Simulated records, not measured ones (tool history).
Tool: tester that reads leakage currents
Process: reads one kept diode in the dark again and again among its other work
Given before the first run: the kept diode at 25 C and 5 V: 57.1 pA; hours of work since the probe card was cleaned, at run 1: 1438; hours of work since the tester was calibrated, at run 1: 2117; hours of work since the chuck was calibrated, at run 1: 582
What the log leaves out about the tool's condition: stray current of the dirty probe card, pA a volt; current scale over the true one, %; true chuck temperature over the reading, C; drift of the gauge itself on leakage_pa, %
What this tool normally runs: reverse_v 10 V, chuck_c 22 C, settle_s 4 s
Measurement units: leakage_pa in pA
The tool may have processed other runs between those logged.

run,hour,reverse_v,chuck_c,settle_s,hours of work since the probe card was cleaned,hours of work since the tester was calibrated,hours of work since the chuck was calibrated,leakage_pa
1,0,10,22,4,1438,2117,582,69.21
2,66,10,22,4,1483,2162,627,69.11
3,122.6,10,22,3.16,1521,2200,665,69.47
4,222.7,10,27,4,1589,2268,733,100.77
5,311.6,10,27,4,1650,2329,794,101.24
6,422.1,10,27,4,1725,2404,869,101.8
7,524.3,10,27,4,1795,2474,939,102.23
8,588.5,10,27,4,1838,2517,982,102.52
9,692.2,10,27,0.37,1909,2588,1053,107.25
10,770.2,10,27,0.37,1962,2641,1106,107.95
11,835.6,10,27,0.37,2006,2685,1150,107.58
12,957.2,10,27,0.37,2089,2768,1233,108.31
13,1078.2,10,22,4,2172,2851,1316,71.26
14,1196.3,10,22,4,2252,2931,1396,71.39
15,1278,10,22,4,2308,2987,1452,72.37
16,1340.7,10,22,4.67,2350,3029,1494,71.66
17,1408.5,10,22,6.1,2396,3075,1540,72.19
18,1490,10,22,6.1,2452,3131,1596,72.1
# hour 1517.5: tester calibrated
19,1588.9,10,22,3.97,2518,49,1662,73.15
20,1681.2,10,22,3.97,2581,111,1725,73.1
21,1794.8,10,22,3.97,2658,189,1802,73.26
22,1846.8,4.5,57,3.97,2693,224,1837,529.06
23,1969.7,13.3,43,0.64,2777,308,1921,390.38
24,2076.7,3.2,49,7.31,2850,381,1994,264.83
25,2153.5,1.2,56,0.41,2902,433,2046,242.57
26,2230.3,1.2,56,0.41,2954,485,2098,244.34
27,2294.5,16.7,39,2.45,2998,529,2142,334.7
28,2370.1,10,54,4,3050,580,2194,685.82
29,2467.7,5.4,52,3.82,3116,647,2260,430.15
# hour 2501.2: chuck's temperature calibrated
30,2538.9,5.4,52,3.82,3163,694,26,410.66
31,2640.3,10,22,0.66,3232,763,95,73.5
32,2731.5,10,52,1.9,3294,825,157,576.83
33,2819.4,10,22,0.69,3354,885,217,73.72
34,2898.7,3.2,34,0.36,3408,939,271,91.69
35,2953.4,3.2,34,0.36,3445,976,308,91.1
36,3019.7,1.5,25,1.24,3490,1021,353,30.58
37,3070.2,10,38,3.57,3525,1056,387,226.27
38,3177.6,19.5,36,0.81,3598,1129,460,289.56
39,3235.4,10,29,4.11,3637,1168,500,119.97

5 options for the next run, each taken on its own from the tool as it stands now. Forecast them:
A,3345.1,10,33,4,3712,1243,574,?
B,3345.1,3.9,22,4,3712,1243,574,?
C,3345.1,2.4,29,0.53,3712,1243,574,?
D,3345.1,10,44,0.44,3712,1243,574,?
E,3345.1,2,60,1.68,3712,1243,574,?

run,leakage_pa
A,159.3
B,42.25
C,54.82
D,345.55
E,400.7
With the hidden condition removed and each run's random variation left untouched, the same runs would have given:
run,leakage_pa
A,153.31
B,39.92
C,53.34
D,339.35
E,399.14

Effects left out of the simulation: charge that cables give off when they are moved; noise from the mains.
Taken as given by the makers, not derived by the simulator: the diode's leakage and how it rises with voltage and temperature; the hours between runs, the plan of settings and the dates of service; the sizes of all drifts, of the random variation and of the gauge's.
